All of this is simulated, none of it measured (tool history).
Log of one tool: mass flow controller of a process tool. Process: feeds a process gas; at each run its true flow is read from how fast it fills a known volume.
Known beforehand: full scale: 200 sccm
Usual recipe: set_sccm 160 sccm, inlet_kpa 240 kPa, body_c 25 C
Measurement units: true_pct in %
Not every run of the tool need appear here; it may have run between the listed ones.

Run 1, hour 0.0: usual settings. Result: true_pct 99.62 %.
Run 2, hour 361.0: usual settings. Result: true_pct 99.69 %.
Run 3, hour 649.7: usual settings but inlet_kpa 162 kPa. Result: true_pct 100.31 %.
Run 4, hour 933.6: usual settings but inlet_kpa 162 kPa. Result: true_pct 100.46 %.
Run 5, hour 1163.8: usual settings. Result: true_pct 100.04 %.
Run 6, hour 1458.4: usual settings but inlet_kpa 159 kPa. Result: true_pct 100.77 %.
Run 7, hour 1781.1: usual settings but inlet_kpa 159 kPa. Result: true_pct 100.88 %.
Run 8, hour 2128.1: usual settings but set_sccm 104 sccm, inlet_kpa 203 kPa. Result: true_pct 100.61 %.
Run 9, hour 2545.3: usual settings but set_sccm 104 sccm, inlet_kpa 203 kPa. Result: true_pct 100.74 %.
Run 10, hour 2804.5: usual settings but set_sccm 69 sccm, inlet_kpa 248 kPa, body_c 37 C. Result: true_pct 101.36 %.
Run 11, hour 3074.0: usual settings but set_sccm 69 sccm, inlet_kpa 248 kPa, body_c 37 C. Result: true_pct 101.45 %.
Run 12, hour 3339.2: usual settings but set_sccm 24 sccm, inlet_kpa 277 kPa, body_c 23 C. Result: true_pct 100.23 %.
Run 13, hour 3714.0: usual settings but set_sccm 46 sccm, inlet_kpa 261 kPa, body_c 37 C. Result: true_pct 101.52 %.
Run 14, hour 3965.7: usual settings but set_sccm 23 sccm, inlet_kpa 261 kPa, body_c 33 C. Result: true_pct 101.41 %.

For some of the steps in true_pct from one run to the next: how much would appear even if the tool had no hidden state, given the settings, what came in and random variation, and how much remains for the hidden state plus any gauge scatter that the measured result and the result without hidden state don't share?
The hidden state here: flow at rest that the sensor doesn't see, % of full scale; true flow over the shown one, %; drift of the gauge itself on true_pct, %.
Run 8 -> 9: no setting changed, nothing entered. true_pct +0.13 %: hidden state +0.19, all else -0.06.
Run 12 -> 13: set_sccm 24 -> 46, inlet_kpa 277 -> 261, body_c 23 -> 37. true_pct +1.29 %: hidden state +0.15, all else +1.14.
